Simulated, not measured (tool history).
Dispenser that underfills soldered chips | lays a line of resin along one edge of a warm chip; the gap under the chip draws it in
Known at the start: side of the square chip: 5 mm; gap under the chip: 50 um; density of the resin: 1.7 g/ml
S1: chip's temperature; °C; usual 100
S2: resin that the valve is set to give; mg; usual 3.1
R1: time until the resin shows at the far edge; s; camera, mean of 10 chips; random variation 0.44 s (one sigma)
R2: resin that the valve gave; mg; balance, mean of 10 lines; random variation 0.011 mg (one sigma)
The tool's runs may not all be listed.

run	hour	S1	S2	R1	R2
1	0	100	3.1	39.7	3.08
# hour 4: new syringe of resin
2	4.2	100	3.1	33.3	3.07
3	9.3	86	3.1	71.9	3.07
4	15.3	86	3.1	84	3.07
# hour 16.9: new syringe of resin
5	20.4	86	3.29	68.6	3.27
6	26.1	86	3.29	79.2	3.26
# hour 29.3: new syringe of resin
7	29.3	100	3.1	31.5	3.06
8	32.5	100	3.1	34.6	3.06
9	35.7	100	3.1	38.4	3.07
10	41	111	3.1	26.2	3.04
# hour 41.8: new syringe of resin
11	43.8	111	3.1	20.8	3.08
12	47.4	111	3.1	22.6	3.05
13	50.7	105	3.1	32	3.03
# hour 54.5: new syringe of resin
14	56.8	105	3.1	27.7	3.03
15	62.7	90	2.89	66.3	2.84
# hour 67: new syringe of resin
16	67	103	3.1	29.4	3.04
17	70.4	88	2.83	65.7	2.76

The next listed run, before its measurement:
18	74.8	88	2.83	?	?

Run 18 gave R1 74.2 s, R2 2.77 mg.
Without the tool's hidden state the same run would have given R1 56.7 s, R2 2.84 mg.
